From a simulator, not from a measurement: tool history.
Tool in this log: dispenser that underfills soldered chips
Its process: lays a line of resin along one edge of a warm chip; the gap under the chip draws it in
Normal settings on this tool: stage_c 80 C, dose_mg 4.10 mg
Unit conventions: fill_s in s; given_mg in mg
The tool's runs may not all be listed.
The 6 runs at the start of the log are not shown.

Run 7, hour 36.7: usual settings but dose_mg 3.69 mg. Result: fill_s 44.7 s, given_mg 3.659 mg.
Run 8, hour 40.7: usual settings but dose_mg 4.96 mg. Result: fill_s 50.6 s, given_mg 4.918 mg.
At hour 42.5: new syringe of resin.
Run 9, hour 48.3: usual settings but dose_mg 4.96 mg. Result: fill_s 30.7 s, given_mg 4.902 mg.
Run 10, hour 55.4: usual settings but dose_mg 4.96 mg. Result: fill_s 44.4 s, given_mg 4.885 mg.
At hour 60.5: new syringe of resin.
Run 11, hour 63.0: usual settings but dose_mg 4.96 mg. Result: fill_s 24.1 s, given_mg 4.870 mg.
Run 12, hour 71.2: usual settings but stage_c 94 C. Result: fill_s 19.8 s, given_mg 4.019 mg.
At hour 78.8: new syringe of resin.
Run 13, hour 79.6: usual settings but stage_c 94 C. Result: fill_s 13.2 s, given_mg 4.002 mg.
Run 14, hour 83.3: usual settings but stage_c 94 C. Result: fill_s 14.5 s, given_mg 4.016 mg.
Run 15, hour 89.1: usual settings but stage_c 94 C. Result: fill_s 19.7 s, given_mg 3.994 mg.
Run 16, hour 94.0: usual settings but stage_c 65 C, dose_mg 4.27 mg. Result: fill_s 108.6 s, given_mg 4.149 mg.
At hour 96.5: dispensing valve cleaned and set on the balance.
At hour 98.0: new syringe of resin.
Run 17, hour 103.3: usual settings but stage_c 65 C, dose_mg 4.27 mg. Result: fill_s 64.1 s, given_mg 4.256 mg.
Run 18, hour 108.1: usual settings but stage_c 87 C, dose_mg 4.24 mg. Result: fill_s 27.0 s, given_mg 4.223 mg.
Run 19, hour 111.8: usual settings but stage_c 88 C, dose_mg 3.90 mg. Result: fill_s 31.9 s, given_mg 3.878 mg.
At hour 116.2: new syringe of resin.
Run 20, hour 118.9: usual settings but dose_mg 4.75 mg. Result: fill_s 25.1 s, given_mg 4.714 mg.
Run 21, hour 122.5: usual settings but stage_c 86 C, dose_mg 4.99 mg. Result: fill_s 23.3 s, given_mg 4.942 mg.
Run 22, hour 127.4: usual settings but stage_c 89 C, dose_mg 3.56 mg. Result: fill_s 27.0 s, given_mg 3.522 mg.
Run 23, hour 133.3: usual settings but stage_c 84 C, dose_mg 4.49 mg. Result: fill_s 46.0 s, given_mg 4.425 mg.
At hour 134.4: new syringe of resin.
Run 24, hour 139.1: usual settings but stage_c 74 C. Result: fill_s 40.1 s, given_mg 4.034 mg.
Run 25, hour 142.9: usual settings but stage_c 70 C, dose_mg 3.85 mg. Result: fill_s 59.9 s, given_mg 3.783 mg.
Run 26, hour 150.7: usual settings but stage_c 72 C, dose_mg 4.05 mg. Result: fill_s 78.6 s, given_mg 3.977 mg.
At hour 152.9: new syringe of resin.
Run 27, hour 155.6: usual settings but stage_c 88 C, dose_mg 4.74 mg. Result: fill_s 16.7 s, given_mg 4.632 mg.
Run 28, hour 162.6: usual settings but stage_c 75 C, dose_mg 4.64 mg. Result: fill_s 46.6 s, given_mg 4.547 mg.
Run 29, hour 169.4: usual settings but stage_c 94 C, dose_mg 3.80 mg. Result: fill_s 27.9 s, given_mg 3.711 mg.

Run 30, settings as shown, results not yet in. Your forecast:
At hour 170.9: new syringe of resin.
Run 30, hour 177.9: usual settings but stage_c 85 C, dose_mg 4.08 mg. Result: fill_s ?, given_mg ?.

fill_s: 25.7 s
given_mg: 3.977 mg
Were there no unlogged condition in the tool, this run, its random variation unchanged, would have produced fill_s 18.4 s, given_mg 4.089 mg.
